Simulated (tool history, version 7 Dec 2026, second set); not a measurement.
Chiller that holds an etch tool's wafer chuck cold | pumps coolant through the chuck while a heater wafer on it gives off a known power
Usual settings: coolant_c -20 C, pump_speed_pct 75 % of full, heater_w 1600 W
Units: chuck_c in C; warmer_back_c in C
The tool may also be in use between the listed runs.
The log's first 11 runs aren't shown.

run	hour	coolant_c	pump_speed_pct	heater_w	hours since the coolant was changed and the channels were flushed	hours since the pump was overhauled	hours since the chiller's thermometer was calibrated	chuck_c	warmer_back_c
12	1584.9	-20	75	1684	9264	6191	4713	-2.3	8.72
13	1727.7	-20	75	1180	9407	6333	4856	-7.2	6.12
14	1875	-20	75	1600	9554	6481	5003	-2.7	8.37
# hour 1892.4: chiller's thermometer calibrated
15	2068	-20	75	1600	9746	6673	176	-3	8.36
16	2254	-20	75	1600	9932	6859	362	-2.9	8.44
17	2336.7	-20	75	1600	10015	6941	444	-2.8	8.37
18	2425	-20	75	1600	10103	7030	533	-2.7	8.43
19	2519.9	-20	75	1600	10198	7125	628	-2.8	8.41
20	2622.5	-20	75	1600	10301	7227	730	-2.6	8.42
21	2726.9	-24	75	1984	10405	7332	835	-2.3	10.5
22	2911.1	-20	86	1600	10590	7516	1019	-4.1	7.45
# hour 3008.8: coolant changed, channels flushed
23	3099.7	-20	86	1600	91	7698	1201	-6.4	7.42
24	3277.2	-20	81	2226	268	7876	1379	-0.2	11.01
25	3360.7	-27	96	2147	352	7959	1462	-10.1	9.04
26	3471.6	-27	96	2147	463	8070	1573	-10.2	9.06
27	3627.6	-27	96	2147	619	8226	1729	-10.2	9.07
28	3715.5	-17	88	1026	707	8314	1817	-8.3	4.68
29	3856.3	-26	77	1240	848	8455	1958	-14.3	6.48
30	4040.5	-26	97	1240	1032	8639	2142	-16	5.11
31	4158.9	-26	97	1240	1150	8758	2261	-16	5.19

Forecast each of these 4 alternatives for the next run:
A	4248.9	-16	83	1240	1240	8848	2351	?	?
B	4248.9	-26	72	1240	1240	8848	2351	?	?
C	4248.9	-26	97	1263	1240	8848	2351	?	?
D	4248.9	-26	89	1240	1240	8848	2351	?	?

run	chuck_c	warmer_back_c
A	-4.9	6.07
B	-13.6	6.98
C	-15.8	5.31
D	-15.5	5.64
Without the tool's hidden state the same runs would have given:
run	chuck_c	warmer_back_c
A	-6.3	5.41
B	-15.1	6.23
C	-17.1	4.74
D	-16.8	5.02

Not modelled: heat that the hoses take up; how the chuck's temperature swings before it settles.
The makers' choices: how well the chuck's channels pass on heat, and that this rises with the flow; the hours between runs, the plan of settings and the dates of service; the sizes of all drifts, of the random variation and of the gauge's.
